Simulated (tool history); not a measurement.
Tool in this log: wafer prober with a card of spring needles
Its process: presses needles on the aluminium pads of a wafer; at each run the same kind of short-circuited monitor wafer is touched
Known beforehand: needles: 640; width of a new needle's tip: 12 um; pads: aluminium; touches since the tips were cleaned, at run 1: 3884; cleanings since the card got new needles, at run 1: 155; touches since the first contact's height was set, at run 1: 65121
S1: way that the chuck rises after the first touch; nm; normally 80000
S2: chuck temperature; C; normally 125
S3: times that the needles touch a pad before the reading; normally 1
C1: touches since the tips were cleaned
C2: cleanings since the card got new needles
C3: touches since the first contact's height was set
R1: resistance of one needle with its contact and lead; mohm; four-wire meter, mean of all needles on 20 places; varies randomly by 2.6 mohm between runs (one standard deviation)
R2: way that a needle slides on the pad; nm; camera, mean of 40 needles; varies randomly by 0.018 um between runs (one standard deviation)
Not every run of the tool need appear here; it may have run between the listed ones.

run 1 hour=0 | S1=80000 S2=125 S3=1 | C1=3884 C2=155 C3=65121 | R1=314 R2=13800
-- hour=5.9 tips cleaned on abrasive film
-- hour=20.3 tips cleaned on abrasive film
-- hour=34.9 tips cleaned on abrasive film
-- hour=48.9 tips cleaned on abrasive film
run 2 hour=54.4 | S1=80000 S2=125 S3=1 | C1=2622 C2=159 C3=90929 | R1=311 R2=13740
-- hour=63.2 tips cleaned on abrasive film
-- hour=74.9 tips cleaned on abrasive film
-- hour=86.7 tips cleaned on abrasive film
run 3 hour=92.8 | S1=80000 S2=112 S3=1 | C1=2928 C2=162 C3=109167 | R1=314 R2=13750
-- hour=98.7 tips cleaned on abrasive film
-- hour=112.5 tips cleaned on abrasive film
-- hour=126.7 tips cleaned on abrasive film
-- hour=138.4 tips cleaned on abrasive film
-- hour=151.4 tips cleaned on abrasive film
run 4 hour=151.4 | S1=80000 S2=112 S3=1 | C1=0 C2=167 C3=136961 | R1=300 R2=13730
-- hour=160.5 height of the first contact set anew
-- hour=163.5 tips cleaned on abrasive film
-- hour=177.8 tips cleaned on abrasive film
-- hour=189.6 tips cleaned on abrasive film
-- hour=201.3 tips cleaned on abrasive film
run 5 hour=208.8 | S1=80000 S2=112 S3=1 | C1=3576 C2=171 C3=22928 | R1=315 R2=13850
-- hour=214.7 tips cleaned on abrasive film
-- hour=229.1 tips cleaned on abrasive film
-- hour=243.6 tips cleaned on abrasive film
run 6 hour=247.9 | S1=80000 S2=112 S3=1 | C1=2087 C2=174 C3=41501 | R1=304 R2=13840
-- hour=256.4 tips cleaned on abrasive film
-- hour=270.7 tips cleaned on abrasive film
-- hour=284.9 tips cleaned on abrasive film
-- hour=296.6 tips cleaned on abrasive film
run 7 hour=299.7 | S1=80000 S2=112 S3=1 | C1=1470 C2=178 C3=66051 | R1=301 R2=13820
-- hour=308.5 tips cleaned on abrasive film
-- hour=320.3 tips cleaned on abrasive film
-- hour=334.6 tips cleaned on abrasive film
-- hour=346.4 tips cleaned on abrasive film
-- hour=358.5 tips cleaned on abrasive film
run 8 hour=358.5 | S1=80000 S2=112 S3=1 | C1=0 C2=183 C3=93961 | R1=296 R2=13760
-- hour=370.3 tips cleaned on abrasive film
-- hour=382 tips cleaned on abrasive film
-- hour=396.6 tips cleaned on abrasive film
-- hour=410.7 tips cleaned on abrasive film
run 9 hour=418.3 | S1=80000 S2=112 S3=1 | C1=3608 C2=187 C3=122331 | R1=309 R2=13710
-- hour=424.2 tips cleaned on abrasive film
-- hour=435.9 tips cleaned on abrasive film
-- hour=450 tips cleaned on abrasive film
-- hour=459 height of the first contact set anew
run 10 hour=461 | S1=80000 S2=125 S3=1 | C1=5109 C2=190 C3=934 | R1=320 R2=13890
-- hour=464 tips cleaned on abrasive film
-- hour=475.7 tips cleaned on abrasive film
-- hour=487.4 tips cleaned on abrasive film
-- hour=501.4 tips cleaned on abrasive film
-- hour=513.1 tips cleaned on abrasive film
run 11 hour=517.4 | S1=80000 S2=125 S3=1 | C1=2071 C2=195 C3=27711 | R1=310 R2=13820
-- hour=526.3 tips cleaned on abrasive film
-- hour=540.7 tips cleaned on abrasive film
run 12 hour=548.4 | S1=80000 S2=125 S3=1 | C1=3670 C2=197 C3=42406 | R1=316 R2=13850
-- hour=554.3 tips cleaned on abrasive film
-- hour=568.8 tips cleaned on abrasive film
-- hour=583.2 tips cleaned on abrasive film
-- hour=597.4 tips cleaned on abrasive film
run 13 hour=608.8 | S1=80000 S2=125 S3=1 | C1=5483 C2=201 C3=71133 | R1=321 R2=13830
-- hour=611.9 tips cleaned on abrasive film
-- hour=626.3 tips cleaned on abrasive film
-- hour=640.5 tips cleaned on abrasive film
-- hour=655.1 tips cleaned on abrasive film
run 14 hour=665.3 | S1=88000 S2=26 S3=2 | C1=4871 C2=205 C3=97944 | R1=281 R2=15150
-- hour=668.3 tips cleaned on abrasive film
-- hour=680.1 tips cleaned on abrasive film
-- hour=694.6 tips cleaned on abrasive film
run 15 hour=703.1 | S1=87000 S2=100 S3=2 | C1=4035 C2=208 C3=115862 | R1=300 R2=14930
-- hour=709 tips cleaned on abrasive film
-- hour=723.1 tips cleaned on abrasive film
-- hour=737.7 tips cleaned on abrasive film
-- hour=749.4 tips cleaned on abrasive film
run 16 hour=754.4 | S1=87000 S2=100 S3=2 | C1=2360 C2=212 C3=140202 | R1=298 R2=14890
-- hour=757.6 height of the first contact set anew
-- hour=763.4 tips cleaned on abrasive film
-- hour=778 tips cleaned on abrasive film
run 17 hour=781.7 | S1=81000 S2=77 S3=2 | C1=1732 C2=214 C3=11418 | R1=289 R2=14070
-- hour=790.5 tips cleaned on abrasive film
-- hour=802.2 tips cleaned on abrasive film
run 18 hour=812.6 | S1=79000 S2=86 S3=2 | C1=4959 C2=216 C3=26118 | R1=305 R2=13680
-- hour=815.6 tips cleaned on abrasive film
-- hour=827.4 tips cleaned on abrasive film
-- hour=841.6 tips cleaned on abrasive film
-- hour=853.4 tips cleaned on abrasive film
run 19 hour=859 | S1=79000 S2=86 S3=2 | C1=2682 C2=220 C3=48100 | R1=300 R2=13650
-- hour=867.8 tips cleaned on abrasive film
-- hour=882.3 tips cleaned on abrasive film
-- hour=897 tips cleaned on abrasive film
run 20 hour=906.1 | S1=79000 S2=86 S3=2 | C1=4376 C2=223 C3=70501 | R1=305 R2=13610
-- hour=909.1 tips cleaned on abrasive film
-- hour=920.9 tips cleaned on abrasive film
-- hour=935.2 tips cleaned on abrasive film
run 21 hour=941.5 | S1=64000 S2=38 S3=3 | C1=2969 C2=226 C3=87258 | R1=283 R2=11020
-- hour=947.3 tips cleaned on abrasive film
-- hour=961.2 tips cleaned on abrasive film
-- hour=973 tips cleaned on abrasive film
run 22 hour=973.7 | S1=64000 S2=38 S3=3 | C1=376 C2=229 C3=102555 | R1=280 R2=10980
-- hour=985.5 tips cleaned on abrasive film
-- hour=999.7 tips cleaned on abrasive film
run 23 hour=1002.2 | S1=64000 S2=38 S3=3 | C1=1208 C2=231 C3=116087 | R1=282 R2=10950
-- hour=1014 tips cleaned on abrasive film
-- hour=1027.6 tips cleaned on abrasive film
run 24 hour=1027.6 | S1=64000 S2=38 S3=3 | C1=0 C2=233 C3=128098 | R1=274 R2=10930
-- hour=1041.9 tips cleaned on abrasive film
-- hour=1053.6 tips cleaned on abrasive film
-- hour=1056.8 height of the first contact set anew
-- hour=1065.7 tips cleaned on abrasive film
-- hour=1077.4 tips cleaned on abrasive film
run 25 hour=1084 | S1=72000 S2=59 S3=1 | C1=3161 C2=237 C3=12904 | R1=307 R2=12480
-- hour=1089.8 tips cleaned on abrasive film
-- hour=1101.6 tips cleaned on abrasive film
-- hour=1116 tips cleaned on abrasive film
run 26 hour=1125.8 | S1=98000 S2=59 S3=1 | C1=4664 C2=240 C3=32744 | R1=294 R2=17000

Consider 3 possible next runs. They are alternatives, not a sequence: every one starts from the tool as it was left by run 26. What does each give?
-- hour=1128.8 tips cleaned on abrasive film
-- hour=1140.5 tips cleaned on abrasive film
-- hour=1155.1 tips cleaned on abrasive film
-- hour=1166.9 tips cleaned on abrasive film
run A hour=1171.5 | S1=77000 S2=58 S3=1 | C1=2195 C2=244 C3=54386 | R1=? R2=?
-- hour=1128.8 tips cleaned on abrasive film
-- hour=1140.5 tips cleaned on abrasive film
-- hour=1155.1 tips cleaned on abrasive film
-- hour=1166.9 tips cleaned on abrasive film
run B hour=1171.5 | S1=62000 S2=73 S3=1 | C1=2195 C2=244 C3=54386 | R1=? R2=?
-- hour=1128.8 tips cleaned on abrasive film
-- hour=1140.5 tips cleaned on abrasive film
-- hour=1155.1 tips cleaned on abrasive film
-- hour=1166.9 tips cleaned on abrasive film
run C hour=1171.5 | S1=68000 S2=59 S3=1 | C1=2195 C2=244 C3=54386 | R1=? R2=?

run=A R1=297 R2=13290
run=B R1=309 R2=10650
run=C R1=307 R2=11720
With the hidden condition removed and each run's random variation left untouched, the same runs would have given:
run=A R1=280 R2=13370
run=B R1=283 R2=10730
run=C R1=284 R2=11800
